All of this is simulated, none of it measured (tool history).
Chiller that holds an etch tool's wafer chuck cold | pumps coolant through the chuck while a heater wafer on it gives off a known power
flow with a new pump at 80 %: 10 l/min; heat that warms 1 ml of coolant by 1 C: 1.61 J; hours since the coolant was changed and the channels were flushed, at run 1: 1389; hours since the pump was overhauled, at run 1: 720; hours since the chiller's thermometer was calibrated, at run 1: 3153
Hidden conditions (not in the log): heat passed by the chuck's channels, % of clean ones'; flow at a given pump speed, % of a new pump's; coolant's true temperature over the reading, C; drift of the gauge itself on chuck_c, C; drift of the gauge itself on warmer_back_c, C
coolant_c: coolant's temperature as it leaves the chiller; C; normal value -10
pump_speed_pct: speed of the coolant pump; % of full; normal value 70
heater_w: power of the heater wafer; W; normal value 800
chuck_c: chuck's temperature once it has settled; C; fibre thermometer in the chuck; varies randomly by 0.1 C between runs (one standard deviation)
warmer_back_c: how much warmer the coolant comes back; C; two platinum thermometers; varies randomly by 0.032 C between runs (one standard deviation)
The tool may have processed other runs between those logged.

run,hour,coolant_c,pump_speed_pct,heater_w,hours since the coolant was changed and the channels were flushed,hours since the pump was overhauled,hours since the chiller's thermometer was calibrated,chuck_c,warmer_back_c
1,0,-10,70,800,1389,720,3153,1.8,3.41
2,31.7,-10,70,909,1421,751,3185,3.4,3.93
3,67.8,-10,70,909,1457,788,3221,3.5,3.88
4,107.2,-10,70,800,1496,827,3260,1.6,3.39
5,148.7,-10,81,800,1538,868,3302,0.7,2.94
6,190.7,-10,70,498,1580,910,3344,-2.5,2.13
7,217.3,-10,70,800,1606,937,3370,1.9,3.48
8,250.9,-10,70,800,1640,971,3404,2.1,3.4
9,288.2,-10,70,800,1677,1008,3441,1.9,3.4
10,328.3,-10,70,800,1717,1048,3481,2,3.43
11,356.1,-10,70,471,1745,1076,3509,-2.9,2.04
12,383.4,-10,70,800,1772,1103,3537,1.9,3.42
13,411.7,-10,70,800,1801,1131,3565,1.8,3.41
14,441.7,-10,70,800,1831,1161,3595,2,3.47
# hour 448.7: coolant pump overhauled
15,490.7,-10,70,800,1875,42,3639,2.1,3.48
16,515.5,-10,70,800,1899,67,3664,2.2,3.51
17,547.5,-10,70,800,1931,99,3696,2.2,3.47
18,568.9,-10,93,712,1953,120,3717,-0.9,2.39
19,612.2,-10,81,439,1996,163,3760,-3.8,1.67
20,656.4,-9,78,573,2040,208,3805,-0.9,2.25
# hour 705.4: coolant pump overhauled, once more
21,706.3,-10,70,941,2085,1,3850,3.9,3.99
22,739,-10,70,941,2118,34,3882,4.1,3.99
23,770.5,-5,70,459,2149,65,3914,1.9,1.94
24,815.2,-5,91,459,2194,110,3958,0.9,1.47
25,855.7,-5,60,459,2235,150,3999,2.6,2.26
26,897.9,-5,60,459,2277,192,4041,2.7,2.25
27,923.8,-4,60,702,2303,218,4067,7.7,3.51
28,964.3,-4,60,702,2343,259,4107,7.7,3.49
29,984.6,-4,60,702,2364,279,4128,7.9,3.51

Difference, measured minus no-hidden-state, one row per run. Run-to-run variation is common to both terms; the gauge's own scatter need not be:
run,chuck_c,warmer_back_c
1,+0.7,+0.03
2,+0.8,+0.05
3,+0.9,+0.05
4,+0.7,+0.04
5,+0.8,+0.04
6,+0.6,+0.03
7,+0.8,+0.05
8,+0.9,+0.06
9,+0.9,+0.05
10,+0.9,+0.06
11,+0.6,+0.04
12,+1,+0.06
13,+1,+0.07
14,+1,+0.07
15,+1.1,+0.11
16,+1.2,+0.12
17,+1.1,+0.12
18,+0.9,+0.08
19,+0.7,+0.06
20,+0.8,+0.09
21,+1.1,+0.01
22,+1.1,+0.01
23,+0.6,+0.01
24,+0.5,+0.01
25,+0.7,+0.01
26,+0.7,+0.02
27,+1,+0.02
28,+1,+0.02
29,+1.1,+0.02
